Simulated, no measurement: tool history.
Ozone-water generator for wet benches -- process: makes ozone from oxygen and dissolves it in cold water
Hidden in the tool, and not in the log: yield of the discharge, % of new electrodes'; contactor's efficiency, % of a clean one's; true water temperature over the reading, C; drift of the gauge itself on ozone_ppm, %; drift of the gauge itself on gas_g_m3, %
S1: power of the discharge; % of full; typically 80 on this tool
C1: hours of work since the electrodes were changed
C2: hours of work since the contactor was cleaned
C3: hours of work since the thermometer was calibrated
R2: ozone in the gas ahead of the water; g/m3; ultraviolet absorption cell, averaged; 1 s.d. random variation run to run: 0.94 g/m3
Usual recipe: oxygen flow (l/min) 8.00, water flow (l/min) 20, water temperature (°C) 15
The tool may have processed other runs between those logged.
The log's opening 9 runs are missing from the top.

{"hour": 203.7, "done": "water thermometer calibrated"}
{"run": 10, "hour": 233.6, "S1": 68, "oxygen flow (l/min)": 8.0, "water flow (l/min)": 20, "water temperature (°C)": 15, "C1": 691, "C2": 3616, "C3": 22, "dissolved ozone (ppm)": 22.2, "R2": 141.7}
{"run": 11, "hour": 263.9, "S1": 68, "oxygen flow (l/min)": 8.0, "water flow (l/min)": 20, "water temperature (°C)": 15, "C1": 714, "C2": 3638, "C3": 44, "dissolved ozone (ppm)": 22.2, "R2": 141.8}
{"run": 12, "hour": 281.9, "S1": 41, "oxygen flow (l/min)": 8.0, "water flow (l/min)": 20, "water temperature (°C)": 15, "C1": 727, "C2": 3651, "C3": 57, "dissolved ozone (ppm)": 15.5, "R2": 100.2}
{"run": 13, "hour": 315.1, "S1": 41, "oxygen flow (l/min)": 8.0, "water flow (l/min)": 20, "water temperature (°C)": 15, "C1": 751, "C2": 3676, "C3": 82, "dissolved ozone (ppm)": 15.4, "R2": 98.9}
{"run": 14, "hour": 347.8, "S1": 80, "oxygen flow (l/min)": 8.0, "water flow (l/min)": 20, "water temperature (°C)": 15, "C1": 775, "C2": 3700, "C3": 106, "dissolved ozone (ppm)": 24.9, "R2": 158.2}
{"hour": 351.8, "done": "water thermometer calibrated, once more"}
{"run": 15, "hour": 383.5, "S1": 80, "oxygen flow (l/min)": 8.0, "water flow (l/min)": 20, "water temperature (°C)": 15, "C1": 801, "C2": 3725, "C3": 23, "dissolved ozone (ppm)": 24.6, "R2": 157.7}
{"run": 16, "hour": 417.4, "S1": 78, "oxygen flow (l/min)": 8.0, "water flow (l/min)": 20, "water temperature (°C)": 15, "C1": 826, "C2": 3750, "C3": 48, "dissolved ozone (ppm)": 24.1, "R2": 153.8}
{"run": 17, "hour": 447.3, "S1": 57, "oxygen flow (l/min)": 6.74, "water flow (l/min)": 14, "water temperature (°C)": 9, "C1": 848, "C2": 3772, "C3": 70, "dissolved ozone (ppm)": 27.4, "R2": 139.0}
{"run": 18, "hour": 475.9, "S1": 55, "oxygen flow (l/min)": 6.74, "water flow (l/min)": 14, "water temperature (°C)": 9, "C1": 869, "C2": 3793, "C3": 91, "dissolved ozone (ppm)": 26.6, "R2": 136.6}
{"run": 19, "hour": 492.7, "S1": 61, "oxygen flow (l/min)": 11.02, "water flow (l/min)": 24, "water temperature (°C)": 14, "C1": 881, "C2": 3806, "C3": 103, "dissolved ozone (ppm)": 17.4, "R2": 105.4}
{"run": 20, "hour": 516.3, "S1": 43, "oxygen flow (l/min)": 8.0, "water flow (l/min)": 20, "water temperature (°C)": 15, "C1": 899, "C2": 3823, "C3": 121, "dissolved ozone (ppm)": 15.6, "R2": 102.3}
{"run": 21, "hour": 540.9, "S1": 80, "oxygen flow (l/min)": 12.53, "water flow (l/min)": 20, "water temperature (°C)": 21, "C1": 917, "C2": 3841, "C3": 139, "dissolved ozone (ppm)": 19.6, "R2": 116.7}
{"run": 22, "hour": 570.1, "S1": 80, "oxygen flow (l/min)": 12.53, "water flow (l/min)": 20, "water temperature (°C)": 21, "C1": 938, "C2": 3862, "C3": 160, "dissolved ozone (ppm)": 19.2, "R2": 115.6}
{"run": 23, "hour": 585.6, "S1": 80, "oxygen flow (l/min)": 13.15, "water flow (l/min)": 22, "water temperature (°C)": 8, "C1": 949, "C2": 3874, "C3": 172, "dissolved ozone (ppm)": 23.3, "R2": 113.2}
{"run": 24, "hour": 620.5, "S1": 79, "oxygen flow (l/min)": 8.0, "water flow (l/min)": 20, "water temperature (°C)": 14, "C1": 975, "C2": 3899, "C3": 197, "dissolved ozone (ppm)": 24.7, "R2": 154.4}
{"run": 25, "hour": 648.8, "S1": 52, "oxygen flow (l/min)": 5.03, "water flow (l/min)": 15, "water temperature (°C)": 15, "C1": 996, "C2": 3920, "C3": 218, "dissolved ozone (ppm)": 23.6, "R2": 159.8}
{"run": 26, "hour": 681.1, "S1": 69, "oxygen flow (l/min)": 5.29, "water flow (l/min)": 15, "water temperature (°C)": 16, "C1": 1019, "C2": 3944, "C3": 242, "dissolved ozone (ppm)": 28.1, "R2": 187.2}
{"run": 27, "hour": 711.4, "S1": 69, "oxygen flow (l/min)": 5.29, "water flow (l/min)": 15, "water temperature (°C)": 16, "C1": 1042, "C2": 3966, "C3": 264, "dissolved ozone (ppm)": 28.0, "R2": 188.9}
{"run": 28, "hour": 735.9, "S1": 80, "oxygen flow (l/min)": 10.43, "water flow (l/min)": 15, "water temperature (°C)": 15, "C1": 1060, "C2": 3984, "C3": 282, "dissolved ozone (ppm)": 26.6, "R2": 131.8}
{"run": 29, "hour": 761.7, "S1": 73, "oxygen flow (l/min)": 8.52, "water flow (l/min)": 12, "water temperature (°C)": 10, "C1": 1079, "C2": 4003, "C3": 301, "dissolved ozone (ppm)": 32.4, "R2": 140.8}
{"run": 30, "hour": 788.4, "S1": 73, "oxygen flow (l/min)": 8.52, "water flow (l/min)": 12, "water temperature (°C)": 10, "C1": 1098, "C2": 4023, "C3": 320, "dissolved ozone (ppm)": 32.6, "R2": 140.7}
{"run": 31, "hour": 812.1, "S1": 73, "oxygen flow (l/min)": 8.52, "water flow (l/min)": 12, "water temperature (°C)": 10, "C1": 1116, "C2": 4040, "C3": 338, "dissolved ozone (ppm)": 32.4, "R2": 141.0}
{"run": 32, "hour": 835.1, "S1": 73, "oxygen flow (l/min)": 4.45, "water flow (l/min)": 15, "water temperature (°C)": 10, "C1": 1133, "C2": 4057, "C3": 355, "dissolved ozone (ppm)": 32.5, "R2": 218.3}

Here are 3 independent what-if runs from the current tool condition. What would each one return?
{"run": "A", "hour": 867.7, "S1": 47, "oxygen flow (l/min)": 10.31, "water flow (l/min)": 20, "water temperature (°C)": 17, "C1": 1156, "C2": 4081, "C3": 379, "dissolved ozone (ppm)": "?", "R2": "?"}
{"run": "B", "hour": 867.7, "S1": 48, "oxygen flow (l/min)": 5.68, "water flow (l/min)": 16, "water temperature (°C)": 10, "C1": 1156, "C2": 4081, "C3": 379, "dissolved ozone (ppm)": "?", "R2": "?"}
{"run": "C", "hour": 867.7, "S1": 76, "oxygen flow (l/min)": 8.0, "water flow (l/min)": 20, "water temperature (°C)": 15, "C1": 1156, "C2": 4081, "C3": 379, "dissolved ozone (ppm)": "?", "R2": "?"}

run=A dissolved_ozone_(ppm)=15.4 R2=92.0
run=B dissolved_ozone_(ppm)=22.5 R2=140.6
run=C dissolved_ozone_(ppm)=23.7 R2=149.1
Without the tool's hidden state the same runs would have given:
run=A dissolved_ozone_(ppm)=15.9 R2=92.9
run=B dissolved_ozone_(ppm)=23.1 R2=142.0
run=C dissolved_ozone_(ppm)=24.5 R2=151.3
